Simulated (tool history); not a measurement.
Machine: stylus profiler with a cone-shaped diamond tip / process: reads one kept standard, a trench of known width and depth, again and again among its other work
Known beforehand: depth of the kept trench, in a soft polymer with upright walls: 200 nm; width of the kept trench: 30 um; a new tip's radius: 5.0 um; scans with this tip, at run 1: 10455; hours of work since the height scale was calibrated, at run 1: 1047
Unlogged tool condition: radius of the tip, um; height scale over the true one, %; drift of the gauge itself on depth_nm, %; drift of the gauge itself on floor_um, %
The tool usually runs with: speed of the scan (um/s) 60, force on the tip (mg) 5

run	hour	speed of the scan (um/s)	force on the tip (mg)	scans with this tip	hours of work since the height scale was calibrated	depth of the trench (nm)	width of the trench's floor (um)
1	0	60	5	10455	1047	202.35	27.04
2	101.7	60	5	10986	1100	202.46	27.02
3	189	60	5	11443	1146	202.39	26.99
4	280	60	5	11918	1194	202.24	27.05
5	340.9	60	5	12237	1226	202.31	27.03
6	403.5	147	5	12564	1258	202.33	26.81
7	489.3	147	5	13013	1303	202.53	26.86
8	581.8	60	5	13496	1352	202.37	27.03
9	646.6	16	5	13835	1386	202.45	27.15
10	716.4	16	5	14200	1422	202.16	27.14
11	821.2	25	5	14748	1477	202.36	27.13
12	885.7	60	5	15085	1511	202.37	27.02
13	998.7	60	5	15676	1570	202.23	27.05
14	1081.1	182	5	16107	1613	202.26	26.71
15	1141.5	60	3.42	16422	1645	201.79	26.99
16	1216.1	60	3.42	16813	1684	201.97	27.06
17	1291.7	60	3.42	17208	1723	201.98	27
18	1408.4	60	3.42	17818	1784	202.03	27.02
19	1497.6	60	5	18284	1831	202.25	27
20	1593.3	60	2.64	18785	1881	201.63	26.96
21	1661.7	58	5.09	19142	1917	202.54	27.06
22	1732.3	50	9.85	19511	1954	203.81	27.08
23	1815.2	64	12.28	19945	1997	204.29	27.05
24	1905.8	64	12.28	20418	2045	204.28	27.05
25	1968.8	64	12.28	20748	2078	204.22	27.04
26	2025.2	41	10.8	21043	2107	203.92	27.13
27	2092.7	59	2.93	21395	2143	201.74	27
28	2163.1	79	2.13	21764	2180	201.32	26.87
29	2286.5	60	7.34	22409	2244	202.89	27.06

Estimate the outcome of run 30 from the log above:
30	2372.2	30	2.64	22857	2289	?	?

depth of the trench (nm): 201.5
width of the trench's floor (um): 27.05
Minus the tool's unlogged condition, the same run would have read depth of the trench (nm) 201.49, width of the trench's floor (um) 27.07.

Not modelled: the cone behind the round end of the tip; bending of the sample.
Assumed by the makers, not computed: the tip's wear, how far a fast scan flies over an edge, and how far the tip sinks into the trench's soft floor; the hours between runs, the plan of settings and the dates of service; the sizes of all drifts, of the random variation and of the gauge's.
